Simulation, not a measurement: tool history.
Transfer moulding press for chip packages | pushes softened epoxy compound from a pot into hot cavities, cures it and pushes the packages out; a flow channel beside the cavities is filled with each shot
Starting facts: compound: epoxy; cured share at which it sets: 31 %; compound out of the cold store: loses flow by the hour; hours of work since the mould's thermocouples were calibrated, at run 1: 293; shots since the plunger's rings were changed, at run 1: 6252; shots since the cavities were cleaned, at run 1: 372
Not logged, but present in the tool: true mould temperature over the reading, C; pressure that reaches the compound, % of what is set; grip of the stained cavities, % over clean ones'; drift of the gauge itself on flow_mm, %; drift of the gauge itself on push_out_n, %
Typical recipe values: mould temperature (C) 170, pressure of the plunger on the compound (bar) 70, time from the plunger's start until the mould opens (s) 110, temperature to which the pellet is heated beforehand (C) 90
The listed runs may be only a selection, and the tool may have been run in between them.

run,hour,mould temperature (C),pressure of the plunger on the compound (bar),time from the plunger's start until the mould opens (s),temperature to which the pellet is heated beforehand (C),hours of work since the mould's thermocouples were calibrated,shots since the plunger's rings were changed,shots since the cavities were cleaned,incoming compound's hours out of the cold store,length that the compound runs in the flow channel (mm),greatest force on the pins that push the packages out (N)
1,0,170,70,110,90,293,6252,372,37,732,379
# hour 9.9: plunger's sealing rings changed
2,14.9,170,70,110,90,302,62,523,10.8,935,405
3,33.1,170,70,110,90,316,282,743,16.8,911,415
# hour 44.3: cavities cleaned with cleaning compound and waxed
4,62.4,170,70,110,90,336,620,220,23.8,862,337
5,80.2,170,70,110,90,349,836,436,11.2,922,385
6,101.6,170,70,110,90,365,1096,696,39.6,791,389
7,113.8,170,70,110,90,374,1244,844,11.4,912,403
# hour 116.6: cavities cleaned with cleaning compound and waxed
8,137.8,170,70,110,90,391,1517,257,43.1,769,336
9,155.9,170,66,110,90,404,1737,477,33.6,762,363
10,173.3,170,70,110,90,417,1949,689,15.7,879,404
# hour 188: cavities cleaned with cleaning compound and waxed
11,193.5,170,70,110,97,431,2176,67,28.7,820,284
12,220.8,170,70,110,97,451,2507,398,15.5,871,375
13,244.9,170,70,110,97,469,2800,691,19.6,851,399
# hour 261.7: mould's thermocouples calibrated
# hour 263.2: cavities cleaned with cleaning compound and waxed
14,268.9,170,70,110,97,4,3049,69,44.8,737,268
15,284.7,174,87.1,141,93,16,3240,260,21.2,912,263
16,311.5,170,87.1,100,93,36,3566,586,21.8,924,440
17,323.8,170,70,98,94,45,3716,736,36.5,753,431
# hour 335.4: cavities cleaned with cleaning compound and waxed
18,349.1,170,70,98,94,62,4005,167,41.1,747,353
19,376.1,170,70,123,96,82,4333,495,44.1,738,327
20,396.6,170,70,95,90,97,4582,744,47.3,722,450
# hour 407.3: cavities cleaned with cleaning compound and waxed
21,425.2,163,70,145,82,117,4911,217,30.8,804,325
22,446.4,163,70,95,90,133,5169,475,31.7,801,786
23,466.6,163,70,95,90,148,5413,719,26.1,825,836
# hour 478.9: cavities cleaned with cleaning compound and waxed
24,494.2,163,70,95,90,167,5731,187,45.4,742,626

Run 25 has not been measured yet. What should we expect?
25,518.6,169,62.8,125,99,185,6027,483,29.5,?,?

{"run 25": {"length that the compound runs in the flow channel (mm)": 734, "greatest force on the pins that push the packages out (N)": 333}}
If the tool had no hidden condition, the same run with the same run-to-run variation would have returned length that the compound runs in the flow channel (mm) 808, greatest force on the pins that push the packages out (N) 218.

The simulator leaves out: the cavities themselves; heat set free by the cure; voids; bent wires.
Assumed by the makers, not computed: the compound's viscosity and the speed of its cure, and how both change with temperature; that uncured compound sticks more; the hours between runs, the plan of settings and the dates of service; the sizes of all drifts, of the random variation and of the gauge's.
